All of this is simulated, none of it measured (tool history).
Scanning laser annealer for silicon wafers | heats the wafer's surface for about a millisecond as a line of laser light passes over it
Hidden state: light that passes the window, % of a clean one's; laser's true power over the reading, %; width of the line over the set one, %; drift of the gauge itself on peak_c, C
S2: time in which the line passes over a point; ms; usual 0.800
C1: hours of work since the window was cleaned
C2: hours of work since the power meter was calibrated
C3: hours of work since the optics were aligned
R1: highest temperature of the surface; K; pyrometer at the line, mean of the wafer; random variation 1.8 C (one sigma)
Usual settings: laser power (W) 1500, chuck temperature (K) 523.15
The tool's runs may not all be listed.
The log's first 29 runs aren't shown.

{"run": 30, "hour": 1072.6, "laser power (W)": 1443, "S2": 0.573, "chuck temperature (K)": 554.15, "C1": 39, "C2": 1270, "C3": 327, "R1": 1204.15}
{"run": 31, "hour": 1119.2, "laser power (W)": 1601, "S2": 0.952, "chuck temperature (K)": 554.15, "C1": 63, "C2": 1294, "C3": 351, "R1": 1480.15}
{"run": 32, "hour": 1143.2, "laser power (W)": 1601, "S2": 0.952, "chuck temperature (K)": 554.15, "C1": 76, "C2": 1307, "C3": 363, "R1": 1478.15}
{"run": 33, "hour": 1166.5, "laser power (W)": 1393, "S2": 0.8, "chuck temperature (K)": 523.15, "C1": 88, "C2": 1319, "C3": 375, "R1": 1237.15}
{"run": 34, "hour": 1189.2, "laser power (W)": 1610, "S2": 0.66, "chuck temperature (K)": 532.15, "C1": 99, "C2": 1331, "C3": 387, "R1": 1323.15}
{"run": 35, "hour": 1225.8, "laser power (W)": 1610, "S2": 0.66, "chuck temperature (K)": 532.15, "C1": 118, "C2": 1350, "C3": 406, "R1": 1323.15}
{"run": 36, "hour": 1257.3, "laser power (W)": 1610, "S2": 0.66, "chuck temperature (K)": 532.15, "C1": 135, "C2": 1366, "C3": 422, "R1": 1323.15}
{"run": 37, "hour": 1282.5, "laser power (W)": 1307, "S2": 0.838, "chuck temperature (K)": 507.15, "C1": 148, "C2": 1379, "C3": 436, "R1": 1180.15}
{"run": 38, "hour": 1318.1, "laser power (W)": 1525, "S2": 0.743, "chuck temperature (K)": 537.15, "C1": 166, "C2": 1397, "C3": 454, "R1": 1313.15}
{"run": 39, "hour": 1362.5, "laser power (W)": 1590, "S2": 0.833, "chuck temperature (K)": 522.15, "C1": 189, "C2": 1420, "C3": 477, "R1": 1383.15}
{"run": 40, "hour": 1412.0, "laser power (W)": 1590, "S2": 0.833, "chuck temperature (K)": 522.15, "C1": 215, "C2": 1446, "C3": 503, "R1": 1378.15}
{"run": 41, "hour": 1453.1, "laser power (W)": 1379, "S2": 0.666, "chuck temperature (K)": 501.15, "C1": 236, "C2": 1467, "C3": 524, "R1": 1145.15}

3 ways to go on from here, each from the tool as it stands after run 41. What would each give?
{"run": "A", "hour": 1483.2, "laser power (W)": 1500, "S2": 0.8, "chuck temperature (K)": 484.15, "C1": 252, "C2": 1483, "C3": 539, "R1": "?"}
{"run": "B", "hour": 1483.2, "laser power (W)": 1634, "S2": 0.666, "chuck temperature (K)": 501.15, "C1": 252, "C2": 1483, "C3": 539, "R1": "?"}
{"run": "C", "hour": 1483.2, "laser power (W)": 1379, "S2": 0.976, "chuck temperature (K)": 501.15, "C1": 252, "C2": 1483, "C3": 539, "R1": "?"}

run=A R1=1264.15
run=B R1=1303.15
run=C R1=1265.15
Without the tool's hidden state the same runs would have given:
run=A R1=1288.15
run=B R1=1327.15
run=C R1=1288.15

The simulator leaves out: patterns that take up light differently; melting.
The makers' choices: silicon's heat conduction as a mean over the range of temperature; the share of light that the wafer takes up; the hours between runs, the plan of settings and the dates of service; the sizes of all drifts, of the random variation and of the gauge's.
